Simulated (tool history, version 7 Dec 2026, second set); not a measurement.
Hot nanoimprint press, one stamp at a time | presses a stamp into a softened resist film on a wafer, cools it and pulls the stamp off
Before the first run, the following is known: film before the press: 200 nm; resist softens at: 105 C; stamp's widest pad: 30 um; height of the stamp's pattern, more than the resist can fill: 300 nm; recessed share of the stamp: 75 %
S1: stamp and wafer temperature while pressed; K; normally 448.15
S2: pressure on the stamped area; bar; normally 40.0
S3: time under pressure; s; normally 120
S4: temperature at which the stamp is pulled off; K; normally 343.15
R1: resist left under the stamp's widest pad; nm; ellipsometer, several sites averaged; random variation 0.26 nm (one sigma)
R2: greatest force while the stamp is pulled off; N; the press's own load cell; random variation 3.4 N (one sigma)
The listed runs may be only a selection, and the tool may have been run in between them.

run    hour      S1    S2   S3      S4     R1   R2
  1     0.0  448.15  40.0  120  343.15   91.8  185
  2    38.2  448.15  40.0  120  343.15   91.5  185
  3    85.2  448.15  40.0  120  343.15   92.0  189
  4   134.5  448.15  40.0  120  343.15   92.5  193
  5   193.3  448.15  40.0  120  337.15   92.7  210
      224.3  -- stamp cleaned and given a new release coat
  6   254.1  458.15  40.0  120  343.15   65.9  185
  7   288.7  448.15  40.0  120  332.15   92.8  211
  8   347.2  448.15  40.0  120  332.15   92.5  216
  9   401.4  448.15  40.0  120  343.15   93.4  196
 10   434.1  448.15  40.0  193  343.15   77.0  204
      446.0  -- stamp cleaned and given a new release coat
      464.5  -- plate thermocouple calibrated
 11   492.0  448.15  40.0  120  343.15   90.4  184
 12   550.2  448.15  40.0  120  343.15   90.2  196
 13   604.4  448.15  61.3  120  343.15   75.8  193
 14   641.5  448.15  40.0  120  343.15   90.5  202
      673.0  -- stamp cleaned and given a new release coat
 15   716.6  451.15  40.0  120  343.15   81.7  182
 16   762.6  451.15  40.0  120  343.15   82.2  191
 17   821.8  451.15  40.0  120  343.15   82.1  199
      895.6  -- stamp cleaned and given a new release coat
 18   904.8  448.15  40.0  227  343.15   70.2  181
 19   955.4  441.15  40.0  227  329.15   91.4  212
     1001.0  -- plate thermocouple calibrated
 20  1004.5  444.15  60.3  177  330.15   75.9  224
 21  1075.8  444.15  60.3  177  330.15   77.1  225
     1120.3  -- stamp cleaned and given a new release coat
 22  1137.2  444.15  60.3   71  330.15  109.9  201
 23  1205.7  444.15  60.3   71  330.15  109.1  214
 24  1279.6  444.15  60.3   71  330.15  110.5  223
 25  1317.1  444.15  55.1  164  330.15   82.9  229
     1344.7  -- stamp cleaned and given a new release coat
 26  1363.8  448.15  32.8  120  343.15   99.3  189
 27  1410.4  448.15  32.8  120  343.15   99.9  188
     1457.3  -- press's hydraulic seals changed and the load cell set to zero
 28  1488.4  448.15  25.0  120  335.15  109.2  218
     1548.3  -- plate thermocouple calibrated
 29  1557.1  440.15  25.0   95  347.15  143.3  198

Each row is a separate what-if for the run after 29, all from the same tool condition, not one after another. Results?
     1580.9  -- stamp cleaned and given a new release coat
  A  1616.9  447.15  25.0   95  347.15   ?   ?
     1580.9  -- stamp cleaned and given a new release coat
  B  1616.9  455.15  42.3  140  347.15   ?   ?
     1580.9  -- stamp cleaned and given a new release coat
  C  1616.9  440.15  61.4   95  347.15   ?   ?

run     R1   R2
  A  120.2  172
  B   64.5  182
  C  110.0  178
Had the tool no hidden state, the same runs would have come out as:
run     R1   R2
  A  121.0  168
  B   65.0  178
  C  110.9  174

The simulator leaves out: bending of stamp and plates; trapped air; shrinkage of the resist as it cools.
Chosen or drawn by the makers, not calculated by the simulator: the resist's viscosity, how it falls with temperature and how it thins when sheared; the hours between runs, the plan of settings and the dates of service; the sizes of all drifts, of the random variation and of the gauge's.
